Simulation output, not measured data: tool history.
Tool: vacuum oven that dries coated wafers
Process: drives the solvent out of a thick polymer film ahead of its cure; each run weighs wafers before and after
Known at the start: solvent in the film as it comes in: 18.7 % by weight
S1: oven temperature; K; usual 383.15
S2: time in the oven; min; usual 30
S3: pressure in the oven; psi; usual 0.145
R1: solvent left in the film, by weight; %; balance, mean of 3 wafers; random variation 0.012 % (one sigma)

run    hour      S1  S2     S3    R1
  1     0.0  383.15  30  0.145  1.43
  2    73.3  383.15  30  0.145  1.45
  3   107.8  383.15  30  0.145  1.45
  4   170.1  383.15  30  0.395  2.31
  5   233.5  383.15  30  0.395  2.32
  6   268.0  383.15  30  0.395  2.33
  7   305.7  383.15  30  0.395  2.32
  8   351.6  383.15  30  0.145  1.46
  9   390.6  383.15  30  0.145  1.47
 10   425.0  383.15  30  0.145  1.45
 11   470.4  383.15  30  0.145  1.49
 12   543.6  383.15  30  0.145  1.48
      551.8  -- vacuum gauge cleaned of residue and calibrated
 13   606.2  383.15  30  0.145  1.54
 14   675.5  383.15  32  0.145  1.35
 15   722.7  383.15  32  0.145  1.36
 16   787.6  383.15  51  0.145  0.74
      809.3  -- vacuum gauge cleaned of residue and calibrated, once more
 17   863.4  385.15  17  0.313  3.72
 18   893.8  369.15  16  0.313  7.87
 19   968.3  381.15  38  0.326  1.88
 20   999.8  381.15  38  0.326  1.86
     1058.9  -- oven's thermocouples calibrated
 21  1071.4  381.15  38  0.326  1.81
 22  1139.5  383.15  30  0.268  1.84
 23  1207.9  383.15  43  0.455  1.93
 24  1260.6  385.15  33  0.455  2.07
 25  1292.5  385.15  33  0.455  2.05
 26  1335.8  385.15  33  0.455  2.07
 27  1400.2  378.15  30  0.145  2.13
 28  1443.5  368.15  36  0.363  4.48
 29  1494.2  368.15  36  0.363  4.52
 30  1562.1  368.15  36  0.363  4.52
 31  1597.5  368.15  36  0.363  4.49

Forecast each of these 5 alternatives for the next run:
  A  1671.5  388.15  16  0.516   ?
  B  1671.5  379.15  18  0.112   ?
  C  1671.5  371.15  19  0.341   ?
  D  1671.5  393.15  30  0.149   ?
  E  1671.5  383.15  52  0.145   ?

run    R1
  A  3.96
  B  4.08
  C  6.62
  D  0.70
  E  0.68
Without the tool's hidden state the same runs would have given:
run    R1
  A  3.70
  B  3.81
  C  6.28
  D  0.62
  E  0.61
